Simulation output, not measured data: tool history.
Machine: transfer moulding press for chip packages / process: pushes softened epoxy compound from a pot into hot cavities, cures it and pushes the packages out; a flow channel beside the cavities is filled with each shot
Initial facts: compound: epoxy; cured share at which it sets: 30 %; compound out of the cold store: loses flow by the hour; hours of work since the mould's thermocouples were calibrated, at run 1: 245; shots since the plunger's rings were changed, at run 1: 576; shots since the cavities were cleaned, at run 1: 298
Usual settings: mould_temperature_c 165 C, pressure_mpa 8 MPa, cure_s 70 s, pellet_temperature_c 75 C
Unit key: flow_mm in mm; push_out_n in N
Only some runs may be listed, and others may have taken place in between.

run	hour	mould_temperature_c	pressure_mpa	cure_s	pellet_temperature_c	hours of work since the mould's thermocouples were calibrated	shots since the plunger's rings were changed	shots since the cavities were cleaned	incoming compound's hours out of the cold store	flow_mm	push_out_n
1	0	165	8	70	75	245	576	298	43	480	448
# hour 21.8: cavities cleaned with cleaning compound and waxed
2	24.9	165	8	70	75	258	889	42	45.7	475	441
3	56.9	165	8	70	75	276	1319	472	27.1	523	451
# hour 65.4: cavities cleaned with cleaning compound and waxed
4	90.9	165	8	70	75	293	1754	342	47.8	467	463
# hour 109.9: cavities cleaned with cleaning compound and waxed
5	112.4	166	8	70	75	304	2023	34	18.9	540	448
6	125.5	166	8	70	75	312	2198	209	27.8	519	431
# hour 153: cavities cleaned with cleaning compound and waxed
7	159.5	166	8	70	75	329	2634	87	24.8	531	441
8	172.8	166	8	70	75	337	2812	265	45.5	474	449
# hour 196.6: cavities cleaned with cleaning compound and waxed
9	203.9	166	8	70	75	353	3209	97	21.2	536	452
10	233.7	166	8	70	75	369	3609	497	23.3	530	472
# hour 239.7: cavities cleaned with cleaning compound and waxed
11	257.8	166	8	70	75	381	3912	242	28.8	516	437
# hour 273.4: plunger's sealing rings changed
12	282.9	165	8	70	75	394	128	545	15.9	557	471
# hour 286.6: cavities cleaned with cleaning compound and waxed
13	305.4	165	8	70	75	405	409	252	28.8	518	459
14	323.5	165	8	70	78	415	651	494	29.4	515	472
# hour 330.5: cavities cleaned with cleaning compound and waxed
15	353.1	170	8.76	70	75	430	1029	303	19.2	561	408
# hour 373.8: cavities cleaned with cleaning compound and waxed
16	379.5	164	9.4	72	85	444	1363	77	14.7	612	468
17	396.6	164	7.75	54	66	453	1592	306	10	568	895
# hour 417.3: cavities cleaned with cleaning compound and waxed
18	421.2	164	7.75	54	66	466	1902	52	25.3	523	849
19	453.8	164	7.75	54	66	484	2339	489	13	563	897
# hour 461.5: cavities cleaned with cleaning compound and waxed
20	468.6	169	8.94	70	75	491	2518	96	19.9	563	426
21	498	159	8.43	79	81	507	2911	489	19.7	572	509
# hour 506.3: cavities cleaned with cleaning compound and waxed
22	530	159	9.16	79	83	524	3321	318	46.1	512	492
# hour 550.4: cavities cleaned with cleaning compound and waxed
23	554.5	159	9.16	79	83	536	3629	55	27.7	562	529
24	585.6	164	8.55	79	83	553	4046	472	28	540	428
# hour 591: plunger's sealing rings changed
# hour 596: cavities cleaned with cleaning compound and waxed
25	605.5	165	8	70	67	562	173	127	10.2	575	466
26	630.8	165	8.45	70	79	576	513	467	13	586	477
# hour 640.3: cavities cleaned with cleaning compound and waxed
27	653.7	165	8.08	70	72	588	800	180	36.2	499	449

Consider 3 possible next runs. They are alternatives, not a sequence: every one starts from the tool as it was left by run 27. What does each give?
A	674.6	169	8.08	70	71	599	1081	461	35.3	?	?
B	674.6	166	7.25	70	76	599	1081	461	35.1	?	?
C	674.6	165	8	70	69	599	1081	461	38.3	?	?

run	flow_mm	push_out_n
A	499	411
B	477	439
C	496	459
With no hidden state in the tool, these same runs would have given:
run	flow_mm	push_out_n
A	499	405
B	477	432
C	497	452

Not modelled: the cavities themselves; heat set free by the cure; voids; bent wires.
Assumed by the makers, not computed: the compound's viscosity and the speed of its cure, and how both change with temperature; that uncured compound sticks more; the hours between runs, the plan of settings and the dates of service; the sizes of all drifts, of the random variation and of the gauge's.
